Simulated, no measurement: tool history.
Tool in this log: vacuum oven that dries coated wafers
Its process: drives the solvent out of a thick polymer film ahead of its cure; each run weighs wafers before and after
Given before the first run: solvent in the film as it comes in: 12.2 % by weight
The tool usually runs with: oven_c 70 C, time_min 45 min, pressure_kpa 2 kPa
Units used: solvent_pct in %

| run | day | oven_c | time_min | pressure_kpa | solvent_pct |
|---|---|---|---|---|---|
| 1 | 0 | 70 | 45 | 2 | 1.44 |
| 2 | 1.329 | 70 | 74 | 2 | 1.27 |
| 3 | 2.821 | 70 | 74 | 2 | 1.24 |
| 4 | 5.308 | 70 | 74 | 2.24 | 1.37 |
| 5 | 8.408 | 70 | 45 | 2 | 1.41 |
|  | 9.675 | oven's thermocouples calibrated |
| 6 | 11.271 | 70 | 45 | 2 | 1.79 |
| 7 | 13.175 | 70 | 45 | 2 | 1.78 |
| 8 | 16.425 | 70 | 45 | 2 | 1.82 |
| 9 | 18.492 | 70 | 78 | 2 | 1.45 |
| 10 | 21.371 | 79 | 45 | 2 | 1.11 |
| 11 | 23.25 | 79 | 45 | 2 | 1.04 |
| 12 | 25.342 | 70 | 45 | 2 | 1.76 |
| 13 | 28.029 | 70 | 45 | 2 | 1.7 |
|  | 30.629 | vacuum gauge cleaned of residue and calibrated |
| 14 | 31.004 | 70 | 45 | 2 | 1.79 |
| 15 | 34.033 | 70 | 45 | 1.33 | 1.46 |
|  | 35.475 | vacuum gauge cleaned of residue and calibrated, once more |
| 16 | 35.475 | 70 | 67 | 1.33 | 0.83 |
| 17 | 38.7 | 70 | 67 | 1.33 | 0.85 |
| 18 | 41.458 | 70 | 67 | 1.33 | 0.87 |
| 19 | 43.712 | 70 | 45 | 2 | 1.44 |
| 20 | 46.254 | 70 | 45 | 2 | 1.49 |
| 21 | 48.275 | 70 | 45 | 2 | 1.45 |
| 22 | 51.496 | 70 | 45 | 7.48 | 4.42 |
| 23 | 54.321 | 72 | 75 | 2 | 1.13 |
| 24 | 56.967 | 57 | 38 | 3.52 | 5.17 |
| 25 | 59.512 | 70 | 47 | 2.45 | 1.63 |
| 26 | 61.412 | 70 | 47 | 1.99 | 1.33 |
| 27 | 63.083 | 56 | 45 | 5.35 | 6.63 |
| 28 | 65.567 | 70 | 45 | 4.48 | 2.76 |
| 29 | 68.196 | 68 | 31 | 7.13 | 5.08 |
| 30 | 70.529 | 72 | 62 | 4.65 | 2.47 |
| 31 | 73.038 | 70 | 46 | 3.09 | 2.03 |
| 32 | 74.454 | 67 | 33 | 2 | 2.31 |
| 33 | 77.296 | 64 | 48 | 3.74 | 3.25 |
| 34 | 78.717 | 77 | 72 | 3.74 | 1.65 |
| 35 | 80.908 | 77 | 72 | 3.74 | 1.53 |
| 36 | 84.088 | 78 | 63 | 2 | 0.87 |
| 37 | 87.258 | 60 | 55 | 4.25 | 4.23 |
| 38 | 90.508 | 69 | 28 | 2.52 | 2.56 |
| 39 | 93.612 | 77 | 45 | 2 | 1 |

Alternative continuations, all from the tool just after run 39; predict every row:
| A | 95.992 | 70 | 45 | 6.26 | ? |
| B | 95.992 | 80 | 45 | 1.81 | ? |
| C | 95.992 | 58 | 41 | 4.02 | ? |
| D | 95.992 | 70 | 40 | 7.68 | ? |

| run | solvent_pct |
|---|---|
| A | 3.63 |
| B | 0.68 |
| C | 4.94 |
| D | 4.54 |
Take away the tool's hidden state, keep each run's random variation, and the runs would have read:
| run | solvent_pct |
|---|---|
| A | 3.88 |
| B | 0.66 |
| C | 5.3 |
| D | 4.88 |
